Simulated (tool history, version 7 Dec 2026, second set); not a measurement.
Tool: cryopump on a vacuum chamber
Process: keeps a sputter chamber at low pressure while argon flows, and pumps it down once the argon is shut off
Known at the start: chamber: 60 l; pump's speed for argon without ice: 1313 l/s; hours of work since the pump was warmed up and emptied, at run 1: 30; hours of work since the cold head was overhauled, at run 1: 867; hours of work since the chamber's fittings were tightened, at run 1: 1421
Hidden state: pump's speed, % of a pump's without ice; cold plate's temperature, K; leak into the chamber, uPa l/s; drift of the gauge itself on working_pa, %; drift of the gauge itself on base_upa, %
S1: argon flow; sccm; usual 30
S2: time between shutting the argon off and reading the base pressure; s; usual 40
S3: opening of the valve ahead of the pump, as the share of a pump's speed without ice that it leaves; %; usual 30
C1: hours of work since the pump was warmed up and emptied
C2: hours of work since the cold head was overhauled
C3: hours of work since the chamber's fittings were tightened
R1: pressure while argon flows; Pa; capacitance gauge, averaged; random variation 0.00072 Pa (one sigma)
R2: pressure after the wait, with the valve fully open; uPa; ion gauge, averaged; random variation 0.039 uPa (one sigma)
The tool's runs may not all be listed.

run,hour,S1,S2,S3,C1,C2,C3,R1,R2
1,0,30,40,30,30,867,1421,0.1309,4.01
2,23.8,30,40,30,45,881,1436,0.1298,4.07
3,65.8,30,40,30,70,907,1461,0.1327,4.14
4,91.3,30,40,30,86,923,1477,0.1328,4.22
5,123.4,30,40,30,106,943,1497,0.1306,4.13
6,156.5,30,40,30,126,963,1517,0.1314,4.23
7,179.5,13,40,30,140,977,1531,0.0577,4.35
8,207.6,30,40,30,158,994,1549,0.1318,4.43
9,229.2,30,40,30,171,1008,1562,0.1316,4.36
10,248.3,30,40,30,183,1019,1574,0.1312,4.42
11,290.1,30,40,30,208,1045,1599,0.1314,4.46
12,321.3,30,40,30,228,1064,1619,0.1332,4.55
13,349.7,30,40,30,245,1082,1636,0.1326,4.73
14,369,30,40,30,257,1094,1648,0.1347,4.7
15,403.3,30,40,30,278,1115,1669,0.1359,4.7
16,421.7,30,40,39,289,1126,1680,0.1062,4.73
17,449.6,30,40,39,307,1143,1698,0.1052,4.82
18,483.1,22,57,17,327,1164,1718,0.1703,4.19
19,502.3,22,119,22,339,1176,1730,0.1328,3.44
20,521.9,27,81,22,351,1188,1742,0.1637,3.9
21,544.5,27,81,22,365,1202,1756,0.1653,3.9
22,573.9,27,81,22,383,1220,1774,0.1654,3.92
23,604.3,33,40,18,402,1239,1793,0.2475,4.96
24,638.3,26,40,30,423,1259,1814,0.1195,4.97
25,672.9,26,40,30,444,1281,1835,0.1186,5.16
26,690.9,26,47,50,455,1292,1846,0.075,4.79
27,716,20,40,47,471,1307,1862,0.0615,5.21
28,747.7,30,23,39,490,1327,1881,0.1101,6.83
29,765.3,38,66,39,501,1338,1892,0.1386,4.51
30,787.2,30,46,46,514,1351,1905,0.0957,5.1
31,807.8,27,36,46,527,1364,1918,0.086,5.74
# hour 838.2: leaking fittings of the chamber tightened, without venting
32,851.7,27,36,46,553,1390,8,0.0863,2.61
33,883.3,23,218,30,572,1409,28,0.1077,0.74
34,913.3,36,60,41,591,1427,46,0.1268,1.78

Hidden state or all else? Some run-to-run changes of R1, split into what the settings, what came in and random variation would give without the hidden state, and what is left for the hidden state (with any gauge scatter that isn't in both results):
Run 7 -> 8: S1 13 -> 30. R1 +0.0741 Pa: hidden state +0.0021, all else +0.072.
Run 22 -> 23: S1 27 -> 33, S2 81 -> 40, S3 22 -> 18. R1 +0.0821 Pa: hidden state +0.0021, all else +0.08.
Run 23 -> 24: S1 33 -> 26, S3 18 -> 30. R1 -0.128 Pa: hidden state -0.0016, all else -0.1264.
Run 27 -> 28: S1 20 -> 30, S2 40 -> 23, S3 47 -> 39. R1 +0.0486 Pa: hidden state +0.0036, all else +0.045.
Run 28 -> 29: S1 30 -> 38, S2 23 -> 66. R1 +0.0285 Pa: hidden state +0.003, all else +0.0255.
Run 33 -> 34: S1 23 -> 36, S2 218 -> 60, S3 30 -> 41. R1 +0.0191 Pa: hidden state +0.0058, all else +0.0133.
